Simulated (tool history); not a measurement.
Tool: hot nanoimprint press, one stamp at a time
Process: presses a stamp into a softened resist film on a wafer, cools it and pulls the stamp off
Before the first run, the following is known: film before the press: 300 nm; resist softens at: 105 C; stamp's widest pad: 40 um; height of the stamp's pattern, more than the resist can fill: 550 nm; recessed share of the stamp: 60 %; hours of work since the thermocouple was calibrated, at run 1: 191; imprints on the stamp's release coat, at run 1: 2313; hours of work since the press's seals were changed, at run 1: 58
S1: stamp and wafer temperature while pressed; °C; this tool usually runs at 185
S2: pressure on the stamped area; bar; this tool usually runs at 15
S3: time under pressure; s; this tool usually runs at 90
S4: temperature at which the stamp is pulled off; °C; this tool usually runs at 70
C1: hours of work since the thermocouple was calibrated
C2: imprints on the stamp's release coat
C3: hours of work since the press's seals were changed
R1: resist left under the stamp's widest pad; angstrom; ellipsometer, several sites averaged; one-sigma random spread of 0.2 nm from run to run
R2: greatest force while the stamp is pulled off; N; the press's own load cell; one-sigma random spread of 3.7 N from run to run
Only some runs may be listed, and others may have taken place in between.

run,hour,S1,S2,S3,S4,C1,C2,C3,R1,R2
1,0,185,15,90,70,191,2313,58,1168,248
2,17.3,185,15,90,70,198,2362,66,1164,250
3,28.2,175,15,90,70,203,2392,70,1578,257
4,43.5,175,15,90,70,209,2435,77,1575,251
# hour 62.7: stamp cleaned and given a new release coat
5,64.5,175,15,90,70,215,5,83,1573,174
6,86.1,176,15,90,70,224,66,92,1527,172
7,103,192,9.5,150,70,231,113,99,1003,172
8,117.3,185,11.1,149,66,237,153,105,1131,194
9,139.2,185,11.1,149,66,246,214,114,1132,189
10,154.7,194,15,55,70,253,258,120,1086,187

Each row is a separate what-if for the run after 10, all from the same tool condition, not one after another. Results?
A,169.8,194,18.7,46,65,259,300,126,?,?
B,169.8,177,18,55,71,259,300,126,?,?
C,169.8,185,15,55,70,259,300,126,?,?

run,R1,R2
A,1029,201
B,1596,185
C,1385,185
Take away the tool's hidden state, keep each run's random variation, and the runs would have read:
run,R1,R2
A,1041,194
B,1620,178
C,1405,178

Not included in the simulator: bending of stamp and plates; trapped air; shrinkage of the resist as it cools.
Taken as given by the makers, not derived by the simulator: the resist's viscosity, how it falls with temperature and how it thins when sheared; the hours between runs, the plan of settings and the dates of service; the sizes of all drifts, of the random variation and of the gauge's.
